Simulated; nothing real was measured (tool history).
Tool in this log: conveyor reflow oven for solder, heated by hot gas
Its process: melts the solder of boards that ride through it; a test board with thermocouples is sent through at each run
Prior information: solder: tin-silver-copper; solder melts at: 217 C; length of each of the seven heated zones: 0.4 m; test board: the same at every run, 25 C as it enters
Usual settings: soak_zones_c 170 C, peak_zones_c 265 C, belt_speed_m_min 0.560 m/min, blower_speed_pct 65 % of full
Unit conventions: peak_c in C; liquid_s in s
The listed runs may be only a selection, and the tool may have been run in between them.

run,hour,soak_zones_c,peak_zones_c,belt_speed_m_min,blower_speed_pct,peak_c,liquid_s
1,0.0,170,265,0.560,65,254.3,67.1
2,17.2,170,265,0.560,65,253.9,66.9
3,48.1,170,259,0.560,65,248.2,62.6
4,70.0,170,259,0.560,65,248.1,62.8
5,103.9,170,259,0.560,65,248.6,62.6
6,124.9,170,258,0.560,65,247.2,61.6
7,159.6,170,258,0.560,65,247.0,61.3
8,197.3,181,265,0.560,65,254.6,71.6
9,213.2,181,265,0.633,65,251.1,60.4
10,233.7,181,265,0.633,65,251.1,60.1
11,256.7,181,265,0.633,65,251.1,60.0
12,287.4,181,265,0.633,65,253.5,62.9
13,307.1,170,278,0.560,65,267.3,76.0
14,330.4,170,265,0.625,65,252.2,58.7
15,363.5,170,265,0.560,74,255.9,68.6
16,396.2,170,272,0.497,61,263.0,82.2
17,422.1,170,270,0.468,65,263.0,87.9
18,450.4,170,265,0.560,55,252.2,64.7
19,478.3,168,266,0.560,65,254.7,66.7
20,509.3,168,266,0.560,65,254.4,66.4
21,535.9,168,266,0.560,65,254.8,66.2
22,554.3,180,266,0.592,65,255.0,66.8
23,583.9,166,275,0.576,83,265.0,70.2
24,612.7,177,275,0.576,86,266.2,74.6
25,640.7,177,275,0.576,86,266.3,74.5
26,661.1,177,275,0.576,86,266.1,74.8
27,688.7,161,265,0.637,80,253.0,55.1
28,712.9,178,278,0.587,80,269.2,74.8
29,732.5,170,277,0.560,75,267.6,75.0
30,747.3,184,265,0.472,56,258.3,89.7

Removed from this log: 4 entries logged between the listed runs. Between which two listed runs does each belong, and how does the tool's hidden state at the listed run before it compare with that at the listed run after it?
After run 7, before run 8: flux residue cleaned out of gas plates and filters (hour 176.7)
  heat that the gas passes to the board, % of a clean oven's: 86 -> 82.4; belt's true speed, % of the reading: 98.47 -> 98.44; true gas temperature in zones 6 and 7 over the reading, C: -0.87 -> -0.93
  difference, measured minus the result without the unlogged condition, peak_c: -2.4 -> -2.7 C; liquid_s: -1.9 -> -1.2 s
After run 11, before run 12: flux residue cleaned out of gas plates and filters, once more (hour 267.9)
  heat that the gas passes to the board, % of a clean oven's: 81.6 -> 99; belt's true speed, % of the reading: 98.38 -> 98.35; true gas temperature in zones 6 and 7 over the reading, C: -1.04 -> -1.08
  difference, measured minus the result without the unlogged condition, peak_c: -3.3 -> -0.7 C; liquid_s: -2.0 -> +0.7 s
After run 14, before run 15: belt drive overhauled, speed set with a stopwatch (hour 350.6)
  heat that the gas passes to the board, % of a clean oven's: 98.2 -> 97.7; belt's true speed, % of the reading: 98.3 -> 99.88; true gas temperature in zones 6 and 7 over the reading, C: -1.16 -> -1.21
  difference, measured minus the result without the unlogged condition, peak_c: -0.9 -> -1.5 C; liquid_s: +0.5 -> -0.9 s
After run 26, before run 27: thermocouples of zones 6 and 7 changed (hour 675.5)
  heat that the gas passes to the board, % of a clean oven's: 92.9 -> 92.5; belt's true speed, % of the reading: 99.57 -> 99.54; true gas temperature in zones 6 and 7 over the reading, C: -1.77 -> -0.2
  difference, measured minus the result without the unlogged condition, peak_c: -2.7 -> -1.6 C; liquid_s: -1.0 -> -1.2 s
